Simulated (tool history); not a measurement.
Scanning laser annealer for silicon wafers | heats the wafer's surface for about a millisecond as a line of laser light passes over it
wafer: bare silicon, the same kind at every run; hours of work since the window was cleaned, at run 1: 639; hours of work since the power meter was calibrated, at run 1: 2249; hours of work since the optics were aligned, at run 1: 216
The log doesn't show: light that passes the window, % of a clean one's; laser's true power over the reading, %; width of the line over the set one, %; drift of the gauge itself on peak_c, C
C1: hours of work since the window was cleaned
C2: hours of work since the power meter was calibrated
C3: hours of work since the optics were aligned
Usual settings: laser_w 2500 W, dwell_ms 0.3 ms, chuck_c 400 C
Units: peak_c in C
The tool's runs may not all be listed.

{"run": 1, "hour": 0.0, "laser_w": 2500, "dwell_ms": 0.3, "chuck_c": 400, "C1": 639, "C2": 2249, "C3": 216, "peak_c": 1108}
{"run": 2, "hour": 75.2, "laser_w": 2500, "dwell_ms": 0.3, "chuck_c": 400, "C1": 682, "C2": 2292, "C3": 259, "peak_c": 1108}
{"hour": 95.9, "done": "window over the wafer cleaned"}
{"run": 3, "hour": 171.6, "laser_w": 2500, "dwell_ms": 0.3, "chuck_c": 400, "C1": 43, "C2": 2346, "C3": 313, "peak_c": 1100}
{"run": 4, "hour": 226.6, "laser_w": 2500, "dwell_ms": 0.317, "chuck_c": 400, "C1": 75, "C2": 2377, "C3": 345, "peak_c": 1121}
{"run": 5, "hour": 281.2, "laser_w": 2500, "dwell_ms": 0.317, "chuck_c": 400, "C1": 106, "C2": 2408, "C3": 376, "peak_c": 1119}
{"run": 6, "hour": 353.6, "laser_w": 2500, "dwell_ms": 0.317, "chuck_c": 404, "C1": 147, "C2": 2450, "C3": 417, "peak_c": 1122}
{"run": 7, "hour": 442.6, "laser_w": 2500, "dwell_ms": 0.317, "chuck_c": 399, "C1": 198, "C2": 2501, "C3": 468, "peak_c": 1114}
{"run": 8, "hour": 512.0, "laser_w": 2500, "dwell_ms": 0.3, "chuck_c": 410, "C1": 238, "C2": 2540, "C3": 508, "peak_c": 1101}
{"hour": 580.1, "done": "window over the wafer cleaned, once more"}
{"run": 9, "hour": 614.9, "laser_w": 2500, "dwell_ms": 0.3, "chuck_c": 410, "C1": 20, "C2": 2598, "C3": 566, "peak_c": 1127}
{"run": 10, "hour": 672.9, "laser_w": 2500, "dwell_ms": 0.3, "chuck_c": 432, "C1": 53, "C2": 2631, "C3": 599, "peak_c": 1149}
{"run": 11, "hour": 770.7, "laser_w": 2500, "dwell_ms": 0.3, "chuck_c": 432, "C1": 109, "C2": 2687, "C3": 655, "peak_c": 1145}
{"run": 12, "hour": 854.3, "laser_w": 2500, "dwell_ms": 0.3, "chuck_c": 432, "C1": 157, "C2": 2735, "C3": 703, "peak_c": 1143}
{"run": 13, "hour": 897.7, "laser_w": 2500, "dwell_ms": 0.3, "chuck_c": 432, "C1": 182, "C2": 2760, "C3": 727, "peak_c": 1145}
{"run": 14, "hour": 950.0, "laser_w": 2500, "dwell_ms": 0.3, "chuck_c": 432, "C1": 211, "C2": 2790, "C3": 757, "peak_c": 1142}
{"run": 15, "hour": 1042.8, "laser_w": 2500, "dwell_ms": 0.3, "chuck_c": 432, "C1": 264, "C2": 2843, "C3": 810, "peak_c": 1138}
{"run": 16, "hour": 1107.6, "laser_w": 2323, "dwell_ms": 0.304, "chuck_c": 431, "C1": 302, "C2": 2880, "C3": 847, "peak_c": 1080}
{"run": 17, "hour": 1158.2, "laser_w": 2161, "dwell_ms": 0.232, "chuck_c": 435, "C1": 330, "C2": 2909, "C3": 876, "peak_c": 949}
{"run": 18, "hour": 1210.6, "laser_w": 2161, "dwell_ms": 0.232, "chuck_c": 435, "C1": 360, "C2": 2938, "C3": 906, "peak_c": 949}
{"run": 19, "hour": 1300.6, "laser_w": 2380, "dwell_ms": 0.228, "chuck_c": 411, "C1": 412, "C2": 2990, "C3": 958, "peak_c": 978}
{"run": 20, "hour": 1355.9, "laser_w": 2380, "dwell_ms": 0.228, "chuck_c": 411, "C1": 443, "C2": 3022, "C3": 989, "peak_c": 978}
{"run": 21, "hour": 1425.2, "laser_w": 2673, "dwell_ms": 0.348, "chuck_c": 400, "C1": 483, "C2": 3061, "C3": 1029, "peak_c": 1224}
{"run": 22, "hour": 1525.0, "laser_w": 2673, "dwell_ms": 0.348, "chuck_c": 400, "C1": 540, "C2": 3118, "C3": 1086, "peak_c": 1218}
{"run": 23, "hour": 1607.2, "laser_w": 2673, "dwell_ms": 0.348, "chuck_c": 400, "C1": 587, "C2": 3165, "C3": 1133, "peak_c": 1219}
{"run": 24, "hour": 1704.4, "laser_w": 2256, "dwell_ms": 0.221, "chuck_c": 427, "C1": 643, "C2": 3221, "C3": 1189, "peak_c": 943}
{"run": 25, "hour": 1789.8, "laser_w": 2292, "dwell_ms": 0.338, "chuck_c": 435, "C1": 692, "C2": 3270, "C3": 1237, "peak_c": 1101}
{"hour": 1796.2, "done": "window over the wafer cleaned"}
{"run": 26, "hour": 1845.1, "laser_w": 2500, "dwell_ms": 0.234, "chuck_c": 434, "C1": 28, "C2": 3300, "C3": 1268, "peak_c": 1049}
{"run": 27, "hour": 1910.5, "laser_w": 2500, "dwell_ms": 0.355, "chuck_c": 390, "C1": 65, "C2": 3337, "C3": 1305, "peak_c": 1163}
{"run": 28, "hour": 1979.5, "laser_w": 2303, "dwell_ms": 0.288, "chuck_c": 377, "C1": 105, "C2": 3377, "C3": 1345, "peak_c": 1001}
{"run": 29, "hour": 2066.7, "laser_w": 2303, "dwell_ms": 0.281, "chuck_c": 376, "C1": 155, "C2": 3427, "C3": 1395, "peak_c": 993}
{"run": 30, "hour": 2114.4, "laser_w": 2293, "dwell_ms": 0.349, "chuck_c": 405, "C1": 182, "C2": 3454, "C3": 1422, "peak_c": 1096}

How the hidden state differs across the entries between the runs, from the last listed run before each to the first after it:
Between runs 2 and 3: window over the wafer cleaned (hour 95.9)
  light that passes the window, % of a clean one's: 97.81 -> 97.17; laser's true power over the reading, %: -1.19 -> -1.21; width of the line over the set one, %: 0.72 -> 0.89
  measured less the result without the state, peak_c: -33 -> -38 C
Between runs 8 and 9: window over the wafer cleaned, once more (hour 580.1)
  light that passes the window, % of a clean one's: 96.59 -> 99.62; laser's true power over the reading, %: -1.3 -> -1.32; width of the line over the set one, %: 1.44 -> 1.61
  measured less the result without the state, peak_c: -47 -> -22 C
Between runs 25 and 26: window over the wafer cleaned (hour 1796.2)
  light that passes the window, % of a clean one's: 97.59 -> 99.84; laser's true power over the reading, %: -1.61 -> -1.62; width of the line over the set one, %: 3.55 -> 3.64
  measured less the result without the state, peak_c: -48 -> -27 C
